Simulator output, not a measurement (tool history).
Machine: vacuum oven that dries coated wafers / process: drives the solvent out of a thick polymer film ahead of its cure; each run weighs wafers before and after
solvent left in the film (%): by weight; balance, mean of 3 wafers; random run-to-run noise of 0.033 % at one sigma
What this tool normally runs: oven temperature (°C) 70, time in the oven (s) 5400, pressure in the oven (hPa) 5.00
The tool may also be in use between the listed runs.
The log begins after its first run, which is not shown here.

| run | hour | oven temperature (°C) | time in the oven (s) | pressure in the oven (hPa) | hours of work since the thermocouples were calibrated | hours of work since the vacuum gauge was cleaned of residue | solvent left in the film (%) |
|---|---|---|---|---|---|---|---|
| 2 | 68.8 | 70 | 5400 | 5.00 | 72 | 1453 | 5.00 |
| 3 | 168.0 | 70 | 5400 | 5.00 | 122 | 1503 | 5.02 |
| 4 | 216.9 | 70 | 5400 | 5.00 | 146 | 1527 | 5.04 |
| 5 | 271.7 | 70 | 5400 | 17.06 | 174 | 1555 | 6.25 |
| 6 | 335.7 | 59 | 5400 | 5.00 | 206 | 1586 | 11.06 |
| 7 | 407.9 | 59 | 5400 | 5.00 | 242 | 1623 | 11.07 |
| 8 | 475.8 | 70 | 6480 | 5.00 | 276 | 1656 | 4.07 |
| 9 | 570.3 | 70 | 5400 | 10.98 | 323 | 1704 | 5.55 |
| 10 | 649.8 | 70 | 5400 | 10.98 | 363 | 1743 | 5.58 |
| 11 | 721.9 | 77 | 5400 | 10.98 | 399 | 1779 | 2.77 |
| 12 | 817.5 | 70 | 3660 | 5.00 | 447 | 1827 | 7.21 |
| 13 | 885.8 | 70 | 3660 | 5.00 | 481 | 1861 | 7.16 |
|  | 902.6 | vacuum gauge cleaned of residue and calibrated |
| 14 | 942.0 | 70 | 3660 | 5.00 | 508 | 20 | 7.27 |
| 15 | 1023.2 | 70 | 3660 | 5.00 | 549 | 60 | 7.33 |
| 16 | 1095.0 | 70 | 3660 | 5.00 | 585 | 96 | 7.26 |
| 17 | 1157.1 | 70 | 9480 | 5.00 | 616 | 127 | 2.85 |
| 18 | 1235.6 | 70 | 9480 | 5.00 | 655 | 166 | 2.83 |
|  | 1263.0 | vacuum gauge cleaned of residue and calibrated, once more |
| 19 | 1328.1 | 70 | 9480 | 5.00 | 700 | 33 | 1.54 |
| 20 | 1395.9 | 70 | 9480 | 5.00 | 734 | 66 | 1.52 |
| 21 | 1486.3 | 70 | 9480 | 5.00 | 779 | 112 | 1.50 |
| 22 | 1540.9 | 69 | 9480 | 8.35 | 807 | 139 | 2.14 |
| 23 | 1639.9 | 69 | 9480 | 8.35 | 856 | 188 | 2.12 |

For run 24, what comes out?
| 24 | 1717.3 | 57 | 2700 | 5.00 | 895 | 227 | ? |

solvent left in the film (%): 14.16
Take away the tool's hidden state, keep the run-to-run variation as it was, and the same run would have given solvent left in the film (%) 14.60.

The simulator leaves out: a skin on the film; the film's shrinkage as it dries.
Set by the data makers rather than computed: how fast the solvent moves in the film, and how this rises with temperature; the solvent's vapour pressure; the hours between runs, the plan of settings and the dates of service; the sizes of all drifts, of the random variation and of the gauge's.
